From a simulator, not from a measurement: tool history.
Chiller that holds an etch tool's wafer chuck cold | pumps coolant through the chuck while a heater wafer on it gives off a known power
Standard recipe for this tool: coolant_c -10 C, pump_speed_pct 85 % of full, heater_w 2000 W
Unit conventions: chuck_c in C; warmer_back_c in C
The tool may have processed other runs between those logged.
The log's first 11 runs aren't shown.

Run 12, hour 935.3: usual settings but coolant_c -15 C, heater_w 1238 W. Result: chuck_c -6.9 C, warmer_back_c 4.19 C.
Run 13, hour 989.8: usual settings but coolant_c -15 C, heater_w 1238 W. Result: chuck_c -7.2 C, warmer_back_c 4.28 C.
Run 14, hour 1049.9: usual settings but coolant_c -15 C, heater_w 1238 W. Result: chuck_c -7.0 C, warmer_back_c 4.26 C.
At hour 1076.9: chiller's thermometer calibrated.
At hour 1088.3: coolant pump overhauled.
Run 15, hour 1139.5: usual settings but coolant_c -15 C, heater_w 1238 W. Result: chuck_c -7.0 C, warmer_back_c 4.23 C.
Run 16, hour 1210.0: usual settings but coolant_c -15 C, heater_w 1238 W. Result: chuck_c -6.8 C, warmer_back_c 4.26 C.
Run 17, hour 1285.4: usual settings but coolant_c -15 C, heater_w 1238 W. Result: chuck_c -6.9 C, warmer_back_c 4.24 C.
Run 18, hour 1395.1: usual settings but coolant_c -15 C, heater_w 1002 W. Result: chuck_c -8.5 C, warmer_back_c 3.43 C.
Run 19, hour 1450.9: usual settings but coolant_c -11 C, pump_speed_pct 92 % of full, heater_w 1078 W. Result: chuck_c -4.5 C, warmer_back_c 3.48 C.
Run 20, hour 1510.6: usual settings but coolant_c -8 C, pump_speed_pct 81 % of full, heater_w 1287 W. Result: chuck_c 0.7 C, warmer_back_c 4.64 C.
Run 21, hour 1615.7: usual settings but heater_w 1465 W. Result: chuck_c -0.4 C, warmer_back_c 5.02 C.
Run 22, hour 1668.7: usual settings but coolant_c -12 C, pump_speed_pct 91 % of full, heater_w 1378 W. Result: chuck_c -3.7 C, warmer_back_c 4.43 C.
Run 23, hour 1720.4: usual settings but pump_speed_pct 95 % of full, heater_w 1175 W. Result: chuck_c -3.0 C, warmer_back_c 3.63 C.
Run 24, hour 1779.4: usual settings but coolant_c -4 C. Result: chuck_c 9.1 C, warmer_back_c 6.82 C.
Run 25, hour 1880.1: usual settings but coolant_c -8 C. Result: chuck_c 5.1 C, warmer_back_c 6.88 C.
Run 26, hour 1954.2: usual settings but coolant_c -14 C, heater_w 1965 W. Result: chuck_c -1.3 C, warmer_back_c 6.73 C.
Run 27, hour 2045.5: usual settings but pump_speed_pct 75 % of full, heater_w 1139 W. Result: chuck_c -1.8 C, warmer_back_c 4.39 C.
Run 28, hour 2145.0: usual settings but coolant_c -20 C. Result: chuck_c -6.7 C, warmer_back_c 6.90 C.
Run 29, hour 2218.3: usual settings but coolant_c -14 C, pump_speed_pct 65 % of full, heater_w 1680 W. Result: chuck_c -0.1 C, warmer_back_c 7.53 C.
Run 30, hour 2314.8: usual settings but pump_speed_pct 70 % of full, heater_w 1002 W. Result: chuck_c -2.2 C, warmer_back_c 4.17 C.
Run 31, hour 2408.1: usual settings but coolant_c -19 C, pump_speed_pct 63 % of full. Result: chuck_c -1.9 C, warmer_back_c 9.30 C.
Run 32, hour 2470.5: usual settings but coolant_c -19 C, pump_speed_pct 63 % of full. Result: chuck_c -1.8 C, warmer_back_c 9.30 C.
Run 33, hour 2575.2: usual settings but coolant_c -19 C, pump_speed_pct 63 % of full. Result: chuck_c -1.6 C, warmer_back_c 9.27 C.

Predict each of these 3 candidate next runs independently; none follows another, all start after run 33:
Run A, hour 2644.6: usual settings but coolant_c -19 C, pump_speed_pct 70 % of full, heater_w 2845 W. Result: chuck_c ?, warmer_back_c ?.
Run B, hour 2644.6: usual settings but coolant_c 0 C, pump_speed_pct 86 % of full, heater_w 1505 W. Result: chuck_c ?, warmer_back_c ?.
Run C, hour 2644.6: usual settings but coolant_c -1 C. Result: chuck_c ?, warmer_back_c ?.

run  chuck_c  warmer_back_c
  A      3.1          11.88
  B      9.7           5.11
  C     12.1           6.88
Stripped of hidden state, with their random variation kept, the same runs would have yielded:
run  chuck_c  warmer_back_c
  A      3.1          11.87
  B      9.7           5.11
  C     12.0           6.88
